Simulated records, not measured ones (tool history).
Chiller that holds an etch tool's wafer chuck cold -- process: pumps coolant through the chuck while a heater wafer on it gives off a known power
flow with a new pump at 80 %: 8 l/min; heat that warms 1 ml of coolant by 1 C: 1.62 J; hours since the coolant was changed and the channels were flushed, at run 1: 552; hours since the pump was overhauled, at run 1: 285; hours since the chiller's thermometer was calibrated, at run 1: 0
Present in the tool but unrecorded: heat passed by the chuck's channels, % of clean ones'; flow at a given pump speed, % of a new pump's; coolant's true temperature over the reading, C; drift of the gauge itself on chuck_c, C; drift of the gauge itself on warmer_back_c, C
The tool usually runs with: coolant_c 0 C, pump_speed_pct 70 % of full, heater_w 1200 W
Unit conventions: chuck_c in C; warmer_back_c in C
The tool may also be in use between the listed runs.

run	hour	coolant_c	pump_speed_pct	heater_w	hours since the coolant was changed and the channels were flushed	hours since the pump was overhauled	hours since the chiller's thermometer was calibrated	chuck_c	warmer_back_c
1	0	0	70	1200	552	285	0	11.1	6.39
2	168.8	0	70	1200	721	454	169	11.2	6.44
3	349.3	0	70	1200	901	635	349	11.3	6.45
4	472.8	0	70	1200	1025	758	473	11.1	6.5
5	686.9	0	70	1200	1239	972	687	11	6.5
6	857.9	0	70	1200	1410	1143	858	11.3	6.53
7	991.1	0	70	1200	1543	1277	991	11.1	6.53
8	1107.8	0	70	1200	1660	1393	1108	11.2	6.51
9	1207.8	0	70	1200	1760	1493	1208	11.2	6.62
10	1310	1	70	1200	1862	1595	1310	12.2	6.52
11	1422.1	1	70	1200	1974	1707	1422	12.4	6.52
12	1578.5	1	70	1200	2130	1864	1579	12.3	6.5
13	1717.3	1	70	1200	2269	2003	1717	12.6	6.59
14	1867.6	1	70	1200	2419	2153	1868	12.2	6.59
15	2005.4	0	74	607	2557	2291	2005	5.3	3.13
16	2187.8	7	91	730	2740	2473	2188	12.4	3.05
17	2291.5	7	91	730	2843	2577	2292	12.3	3.04
18	2504.9	-8	90	795	3057	2790	2505	-2.2	3.42
19	2705.3	-6	90	1519	3257	2991	2705	5.7	6.59
20	2891.2	-6	90	1519	3443	3177	2891	5.8	6.5
21	3048.8	-2	76	1724	3601	3334	3049	13.6	8.85
# hour 3114.3: chiller's thermometer calibrated
22	3256	-2	84	1683	3807	3540	142	12.3	7.82
23	3453.5	-2	84	1683	4004	3738	339	12.2	7.82
24	3660.5	-2	84	1683	4211	3945	546	12.4	7.87
25	3871.1	-2	84	1683	4422	4156	757	12.5	7.81
26	3970.8	2	72	1200	4522	4255	856	14	6.61

Predict each of these 5 candidate next runs independently; none follows another, all start after run 26:
A	4065.2	6	74	1199	4616	4350	951	?	?
B	4065.2	4	69	1068	4616	4350	951	?	?
C	4065.2	2	87	1200	4616	4350	951	?	?
D	4065.2	-4	72	1200	4616	4350	951	?	?
E	4065.2	5	66	795	4616	4350	951	?	?

run	chuck_c	warmer_back_c
A	17.6	6.41
B	14.9	6.08
C	12	5.49
D	7.8	6.58
E	13.4	4.83
Without the tool's unlogged condition, the same runs would have read:
run	chuck_c	warmer_back_c
A	16.4	6.02
B	13.8	5.71
C	11	5.16
D	6.5	6.19
E	12.5	4.54

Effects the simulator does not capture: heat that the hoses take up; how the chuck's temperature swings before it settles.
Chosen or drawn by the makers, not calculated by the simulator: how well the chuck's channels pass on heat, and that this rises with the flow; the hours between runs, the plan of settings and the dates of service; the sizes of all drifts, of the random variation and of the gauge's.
